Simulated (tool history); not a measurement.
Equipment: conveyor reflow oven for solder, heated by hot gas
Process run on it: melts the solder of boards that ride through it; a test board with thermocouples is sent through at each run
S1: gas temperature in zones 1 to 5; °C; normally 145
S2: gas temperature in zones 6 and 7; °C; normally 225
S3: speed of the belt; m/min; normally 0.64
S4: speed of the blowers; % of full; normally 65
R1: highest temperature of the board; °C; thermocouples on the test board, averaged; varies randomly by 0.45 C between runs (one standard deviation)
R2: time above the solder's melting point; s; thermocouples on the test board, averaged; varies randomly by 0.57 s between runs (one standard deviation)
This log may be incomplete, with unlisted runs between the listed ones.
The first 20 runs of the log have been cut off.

run   hour   S1   S2     S3  S4     R1    R2
 21  156.1  145  225   0.64  61  210.5  45.7
 22  162.3  130  225   0.64  57  206.6  36.8
 23  168.7  130  217   0.64  85  204.8    39
 24  174.9  160  227   0.64  65    215  56.3
 25  183.4  145  216   0.64  65  202.7  38.7
 26  189.8  145  231   0.64  65  215.9    50
 27  195.7  145  223  0.635  65    209    46
 28  201.4  135  217  0.635  52    198  30.4
 29  210.5  135  217  0.635  52  198.3  30.7
 30    217  147  217  0.635  61  203.6  40.7

Here are 5 independent what-if runs from the current tool condition. What would each one return?
  A  224.4  145  225   0.66  68   ?   ?
  B  224.4  155  217  0.635  78   ?   ?
  C  224.4  159  217   0.55  61   ?   ?
  D  224.4  145  225   0.64  67   ?   ?
  E  224.4  147  219  0.729  51   ?   ?

run     R1    R2
  A  209.9  44.4
  B  207.3  49.3
  C  208.8  60.1
  D  210.6  46.3
  E    198  27.9
With no hidden state in the tool, these same runs would have given:
run     R1    R2
  A    210  44.4
  B  207.4  49.4
  C  208.8  60.1
  D  210.6  46.4
  E  198.1    28

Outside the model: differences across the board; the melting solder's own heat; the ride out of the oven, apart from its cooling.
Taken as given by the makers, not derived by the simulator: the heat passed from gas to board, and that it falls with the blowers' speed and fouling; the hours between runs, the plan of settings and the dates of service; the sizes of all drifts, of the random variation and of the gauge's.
